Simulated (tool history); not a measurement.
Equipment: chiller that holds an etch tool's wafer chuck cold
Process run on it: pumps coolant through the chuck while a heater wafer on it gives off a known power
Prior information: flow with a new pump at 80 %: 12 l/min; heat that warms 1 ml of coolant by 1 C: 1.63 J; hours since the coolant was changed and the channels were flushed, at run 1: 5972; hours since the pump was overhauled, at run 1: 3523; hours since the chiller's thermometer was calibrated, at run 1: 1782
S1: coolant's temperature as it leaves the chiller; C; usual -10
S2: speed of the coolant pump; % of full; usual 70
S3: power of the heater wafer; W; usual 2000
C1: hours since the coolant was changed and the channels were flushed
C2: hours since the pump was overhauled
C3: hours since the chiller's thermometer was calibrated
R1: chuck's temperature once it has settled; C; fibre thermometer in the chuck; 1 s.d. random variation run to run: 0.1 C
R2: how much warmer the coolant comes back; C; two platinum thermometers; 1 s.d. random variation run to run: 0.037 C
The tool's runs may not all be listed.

run,day,S1,S2,S3,C1,C2,C3,R1,R2
1,0,-10,70,2000,5972,3523,1782,11.7,7.41
2,2.167,-10,70,2000,6024,3576,1834,11.8,7.36
3,4.504,-10,70,2000,6080,3632,1890,11.6,7.39
4,9.1,-10,70,2000,6190,3742,2000,11.5,7.43
5,12.696,-10,70,2000,6277,3828,2087,11.8,7.37
6,15.525,-10,70,2000,6345,3896,2154,12,7.41
7,20.525,-3,70,2000,6465,4016,2274,19.2,7.39
# day 22.35: chiller's thermometer calibrated
8,25.188,-2,70,2000,6576,4127,68,20.2,7.4
9,28.767,-10,72,2000,6661,4213,154,12,7.22
10,31.767,-10,72,2000,6733,4285,226,11.9,7.25
11,34.558,-10,72,2000,6800,4352,293,12.1,7.26
12,39.55,-10,70,1213,6920,4472,413,3.5,4.49
13,44.262,-10,70,2124,7033,4585,526,13.8,7.97
14,48.058,-10,98,2000,7124,4676,617,8.2,5.28
15,51.525,-10,98,2000,7208,4759,700,8,5.36
16,54.696,-10,98,2000,7284,4835,776,8.1,5.37
17,58.283,-10,98,2000,7370,4921,862,8,5.3
# day 61.004: coolant changed, channels flushed
18,62.875,-10,98,2000,45,5025,967,5.9,5.31
19,68.154,-10,64,2445,172,5152,1093,16,10.07
20,73.292,-10,67,2245,295,5275,1217,13,8.89
21,76.521,-15,70,2000,372,5353,1294,5,7.48
22,80.858,-15,70,1233,477,5457,1398,-2.7,4.64
23,83.508,-15,70,1233,540,5521,1462,-2.7,4.61
24,86.688,-4,70,2084,616,5597,1538,17,7.88
25,91.975,-10,68,1266,743,5724,1665,2.6,4.98
26,94.617,-14,61,2100,807,5787,1728,9.3,9.18
27,99.042,-10,73,2000,913,5893,1835,9.7,7.3
28,103.508,-10,67,2860,1020,6001,1942,19.8,11.38
29,105.9,-16,71,1885,1078,6058,1999,3,7.01
30,109.275,-16,71,1885,1159,6139,2080,2.9,7.07
31,113.725,-2,91,1553,1265,6246,2187,11.2,4.57

Describe how what the log doesn't record of the tool's condition differs between the last listed run preceding each entry between runs and the first listed run following it.
Runs 7 to 8: chiller's thermometer calibrated (day 22.35)
  heat passed by the chuck's channels, % of clean ones': 85.8 -> 85.6; flow at a given pump speed, % of a new pump's: 94.8 -> 94.7; coolant's true temperature over the reading, C: -0.29 -> 0.04
  measured minus no-state result, R1: +3 -> +3.3 C; R2: +0.38 -> +0.39 C
Runs 17 to 18: coolant changed, channels flushed (day 61.004)
  heat passed by the chuck's channels, % of clean ones': 83.8 -> 99.3; flow at a given pump speed, % of a new pump's: 93.7 -> 93.6; coolant's true temperature over the reading, C: -0.05 -> -0.07
  measured minus no-state result, R1: +3.1 -> +0.7 C; R2: +0.34 -> +0.34 C

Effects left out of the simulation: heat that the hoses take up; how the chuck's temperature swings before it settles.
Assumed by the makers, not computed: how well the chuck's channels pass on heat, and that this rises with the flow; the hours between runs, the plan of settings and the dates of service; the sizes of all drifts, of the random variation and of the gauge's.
